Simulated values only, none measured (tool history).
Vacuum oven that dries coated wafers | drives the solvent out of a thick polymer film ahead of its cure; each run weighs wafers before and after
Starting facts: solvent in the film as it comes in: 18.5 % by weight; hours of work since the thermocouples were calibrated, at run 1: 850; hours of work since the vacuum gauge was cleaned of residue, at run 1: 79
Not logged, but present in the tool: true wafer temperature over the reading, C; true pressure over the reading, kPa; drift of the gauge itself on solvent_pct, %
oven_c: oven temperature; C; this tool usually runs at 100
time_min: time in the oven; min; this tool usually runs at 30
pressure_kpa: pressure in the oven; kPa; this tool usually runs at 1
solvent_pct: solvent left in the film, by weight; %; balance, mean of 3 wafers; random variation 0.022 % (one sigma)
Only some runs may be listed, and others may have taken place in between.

run    hour  oven_c  time_min  pressure_kpa  hours of work since the thermocouples were calibrated  hours of work since the vacuum gauge was cleaned of residue  solvent_pct
  1       0     100        30             1                                                    850                                                           79         2.82
  2      37     100        30             1                                                    874                                                          103         2.79
  3    57.9     100        30          2.25                                                    888                                                          117         3.23
  4    92.7     100        30          2.25                                                    911                                                          140         3.21
  5   126.9     100        30          2.25                                                    934                                                          163         3.21
  6   164.7     100        48             1                                                    959                                                          188         1.18
  7   186.3     100        48             1                                                    973                                                          202         1.22
  8   204.7     107        48             1                                                    986                                                          215         0.54
  9   226.4     100        45             1                                                   1000                                                          229         1.35
 10   252.6     100        45             1                                                   1017                                                          246         1.37
      267.5  -- oven's thermocouples calibrated
 11   292.1      86        30             1                                                     16                                                          271         6.67
 12   309.9      86        30             1                                                     28                                                          283         6.66
 13     348     113        30             1                                                     53                                                          308         0.65
 14   365.5     113        30             1                                                     65                                                          320         0.71
 15   382.8     103        30             1                                                     77                                                          331         1.96
      395.6  -- oven's thermocouples calibrated, once more
 16   402.8     103        30             1                                                      5                                                          343         2.43
 17   432.6      86        30             1                                                     25                                                          363         7.37
 18   454.9     100        24             1                                                     39                                                          378         4.27
 19   495.2     100        34             1                                                     66                                                          405         2.57
 20   523.9     100        34             1                                                     85                                                          424         2.59
 21   549.4     100        30           1.2                                                    102                                                          441         3.21
 22   580.3     100        30           1.2                                                    123                                                          461         3.21
 23   619.8     100        37           1.2                                                    149                                                          487          2.3
 24   648.6     100        37           1.2                                                    168                                                          506          2.3
 25   672.9     100        37           1.2                                                    184                                                          522         2.32
 26     696     100        15          2.44                                                    199                                                          538         7.06
 27   726.9     108        48          1.79                                                    220                                                          558         0.82
 28   764.2     104        31             1                                                    244                                                          583         2.08
 29   800.6     106        18             1                                                    269                                                          607         3.97
 30   820.2      95        30             1                                                    282                                                          620         4.46
 31   851.8      86        42          1.22                                                    303                                                          641         5.61
 32   881.2      85        42          1.22                                                    322                                                          661         5.91
 33   910.9     111        22          0.59                                                    342                                                          680         1.83
 34   927.5     111        22          0.59                                                    353                                                          691         1.83
 35   962.4     111        22          0.59                                                    376                                                          714         1.86
 36   983.9      97        34          0.88                                                    390                                                          729         3.21
 37  1017.8      97        41          1.14                                                    413                                                          751         2.53
 38  1055.7      88        30          1.43                                                    438                                                          776         6.75
 39  1077.3     104        25             1                                                    452                                                          791         2.87
 40  1114.1      97        20          1.31                                                    477                                                          815         6.08
 41  1142.2     113        30          0.56                                                    495                                                          834         0.68
 42  1165.7      91        20          2.01                                                    511                                                          849         8.06
 43  1201.1     106        21          0.54                                                    534                                                          873         2.97
 44  1224.2     106        21          0.54                                                    550                                                          888         3.05
 45  1250.6     106        21          0.54                                                    567                                                          906         3.02
 46  1270.3     100        16          0.51                                                    580                                                          919         6.09

Each row is a separate what-if for the run after 46, all from the same tool condition, not one after another. Results?
  A  1300.2      95        47          1.33                                                    600                                                          939            ?
  B  1300.2     100        23             1                                                    600                                                          939            ?
  C  1300.2      97        30          2.55                                                    600                                                          939            ?
  D  1300.2     112        47             4                                                    600                                                          939            ?
  E  1300.2     100        36          0.68                                                    600                                                          939            ?

run  solvent_pct
  A         2.47
  B         4.31
  C         4.39
  D          1.2
  E         2.13
With the hidden condition removed and each run's random variation left untouched, the same runs would have given:
run  solvent_pct
  A         2.56
  B         4.45
  C         4.53
  D          1.2
  E         2.22

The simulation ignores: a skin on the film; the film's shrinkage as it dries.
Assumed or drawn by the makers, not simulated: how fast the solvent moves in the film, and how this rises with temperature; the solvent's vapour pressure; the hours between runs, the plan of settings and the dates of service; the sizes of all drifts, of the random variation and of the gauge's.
